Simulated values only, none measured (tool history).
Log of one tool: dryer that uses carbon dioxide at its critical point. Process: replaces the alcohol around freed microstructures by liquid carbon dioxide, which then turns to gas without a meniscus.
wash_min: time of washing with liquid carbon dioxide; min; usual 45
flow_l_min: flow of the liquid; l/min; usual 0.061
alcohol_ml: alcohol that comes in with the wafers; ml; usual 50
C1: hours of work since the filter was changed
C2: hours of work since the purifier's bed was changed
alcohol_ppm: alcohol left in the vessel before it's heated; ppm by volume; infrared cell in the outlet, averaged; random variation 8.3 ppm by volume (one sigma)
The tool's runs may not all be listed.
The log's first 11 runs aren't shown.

run 12 hour=402.7 | wash_min=45 flow_l_min=0.061 alcohol_ml=50 | C1=226 C2=372 | alcohol_ppm=538
run 13 hour=450.5 | wash_min=45 flow_l_min=0.061 alcohol_ml=50 | C1=242 C2=388 | alcohol_ppm=552
run 14 hour=475.4 | wash_min=45 flow_l_min=0.061 alcohol_ml=50 | C1=250 C2=396 | alcohol_ppm=552
run 15 hour=501 | wash_min=45 flow_l_min=0.061 alcohol_ml=50 | C1=259 C2=405 | alcohol_ppm=546
run 16 hour=545.2 | wash_min=45 flow_l_min=0.061 alcohol_ml=50 | C1=274 C2=420 | alcohol_ppm=564
run 17 hour=580.1 | wash_min=45 flow_l_min=0.061 alcohol_ml=50 | C1=285 C2=431 | alcohol_ppm=556
run 18 hour=628 | wash_min=45 flow_l_min=0.061 alcohol_ml=50 | C1=302 C2=447 | alcohol_ppm=569
run 19 hour=652.6 | wash_min=41 flow_l_min=0.1027 alcohol_ml=70 | C1=310 C2=456 | alcohol_ppm=96
run 20 hour=692.6 | wash_min=41 flow_l_min=0.1027 alcohol_ml=99 | C1=323 C2=469 | alcohol_ppm=118
run 21 hour=718.1 | wash_min=41 flow_l_min=0.1027 alcohol_ml=99 | C1=332 C2=478 | alcohol_ppm=112
run 22 hour=752.2 | wash_min=56 flow_l_min=0.1015 alcohol_ml=65 | C1=343 C2=489 | alcohol_ppm=60
run 23 hour=790.5 | wash_min=56 flow_l_min=0.1015 alcohol_ml=65 | C1=356 C2=502 | alcohol_ppm=57
run 24 hour=842.2 | wash_min=52 flow_l_min=0.0585 alcohol_ml=64 | C1=374 C2=520 | alcohol_ppm=464
run 25 hour=892.7 | wash_min=33 flow_l_min=0.0513 alcohol_ml=92 | C1=391 C2=537 | alcohol_ppm=7546
run 26 hour=937.3 | wash_min=44 flow_l_min=0.1005 alcohol_ml=27 | C1=406 C2=552 | alcohol_ppm=79
run 27 hour=973.2 | wash_min=36 flow_l_min=0.071 alcohol_ml=46 | C1=418 C2=564 | alcohol_ppm=800
run 28 hour=1022.6 | wash_min=36 flow_l_min=0.071 alcohol_ml=46 | C1=434 C2=580 | alcohol_ppm=789
run 29 hour=1068.8 | wash_min=45 flow_l_min=0.0568 alcohol_ml=50 | C1=450 C2=596 | alcohol_ppm=880
run 30 hour=1091.5 | wash_min=68 flow_l_min=0.0903 alcohol_ml=29 | C1=458 C2=603 | alcohol_ppm=73
run 31 hour=1120.2 | wash_min=68 flow_l_min=0.0903 alcohol_ml=29 | C1=467 C2=613 | alcohol_ppm=61
run 32 hour=1159.5 | wash_min=45 flow_l_min=0.073 alcohol_ml=35 | C1=480 C2=626 | alcohol_ppm=225
run 33 hour=1184.3 | wash_min=71 flow_l_min=0.0843 alcohol_ml=50 | C1=489 C2=635 | alcohol_ppm=78

Forecast each of these 3 alternatives for the next run:
run A hour=1229.9 | wash_min=53 flow_l_min=0.0843 alcohol_ml=87 | C1=504 C2=650 | alcohol_ppm=?
run B hour=1229.9 | wash_min=45 flow_l_min=0.0972 alcohol_ml=22 | C1=504 C2=650 | alcohol_ppm=?
run C hour=1229.9 | wash_min=45 flow_l_min=0.0756 alcohol_ml=62 | C1=504 C2=650 | alcohol_ppm=?

run=A alcohol_ppm=114
run=B alcohol_ppm=82
run=C alcohol_ppm=284
Without the tool's hidden state the same runs would have given:
run=A alcohol_ppm=31
run=B alcohol_ppm=10
run=C alcohol_ppm=148
